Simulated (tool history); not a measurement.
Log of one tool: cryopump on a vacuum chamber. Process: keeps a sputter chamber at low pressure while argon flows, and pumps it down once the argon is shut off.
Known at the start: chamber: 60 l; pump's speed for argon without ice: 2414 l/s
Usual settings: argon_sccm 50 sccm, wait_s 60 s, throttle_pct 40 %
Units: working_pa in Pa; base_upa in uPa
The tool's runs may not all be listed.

Run 1, day 0: usual settings. Result: working_pa 0.0986 Pa, base_upa 1.8 uPa.
Run 2, day 0.929: usual settings. Result: working_pa 0.0998 Pa, base_upa 1.85 uPa.
Run 3, day 1.658: usual settings. Result: working_pa 0.1006 Pa, base_upa 1.82 uPa.
Run 4, day 2.633: usual settings. Result: working_pa 0.1 Pa, base_upa 1.76 uPa.
Run 5, day 3.462: usual settings. Result: working_pa 0.1006 Pa, base_upa 1.87 uPa.
Run 6, day 4.504: usual settings. Result: working_pa 0.1018 Pa, base_upa 1.86 uPa.
Run 7, day 6.033: usual settings but wait_s 22 s. Result: working_pa 0.1033 Pa, base_upa 3.43 uPa.
Run 8, day 7.771: usual settings but argon_sccm 37 sccm, wait_s 22 s. Result: working_pa 0.0774 Pa, base_upa 3.49 uPa.
Run 9, day 9.075: usual settings but argon_sccm 48 sccm, wait_s 266 s. Result: working_pa 0.101 Pa, base_upa 1.27 uPa.
At day 9.492: pump warmed up, emptied and cooled again.
Run 10, day 10.929: usual settings but argon_sccm 48 sccm, wait_s 266 s. Result: working_pa 0.0856 Pa, base_upa 0.92 uPa.
Run 11, day 12.183: usual settings but argon_sccm 61 sccm, wait_s 103 s, throttle_pct 43 %. Result: working_pa 0.1011 Pa, base_upa 1.26 uPa.
Run 12, day 13.371: usual settings but argon_sccm 69 sccm, wait_s 57 s. Result: working_pa 0.1231 Pa, base_upa 1.66 uPa.
Run 13, day 14.892: usual settings but argon_sccm 69 sccm, wait_s 57 s. Result: working_pa 0.1234 Pa, base_upa 1.7 uPa.
Run 14, day 16.583: usual settings but argon_sccm 75 sccm, throttle_pct 23 %. Result: working_pa 0.2338 Pa, base_upa 1.62 uPa.
Run 15, day 17.838: usual settings but argon_sccm 25 sccm, throttle_pct 23 %. Result: working_pa 0.0795 Pa, base_upa 1.7 uPa.
Run 16, day 19: usual settings but argon_sccm 34 sccm, wait_s 30 s, throttle_pct 36 %. Result: working_pa 0.0691 Pa, base_upa 2.59 uPa.

Some steps in working_pa between neighbouring runs. How much of each would the tool show without its hidden state too (settings, what came in, random variation), and how much is left for the hidden state, with any gauge scatter that isn't in both results?
The hidden state here: pump's speed, % of a pump's without ice; cold plate's temperature, K; leak into the chamber, uPa l/s; drift of the gauge itself on working_pa, %; drift of the gauge itself on base_upa, %.
Run 9 -> 10: pump warmed up, emptied and cooled again. working_pa -0.0154 Pa: hidden state -0.0165, all else +0.0011.
Run 14 -> 15: argon_sccm 75 -> 25. working_pa -0.1543 Pa: hidden state -0.003, all else -0.1513.
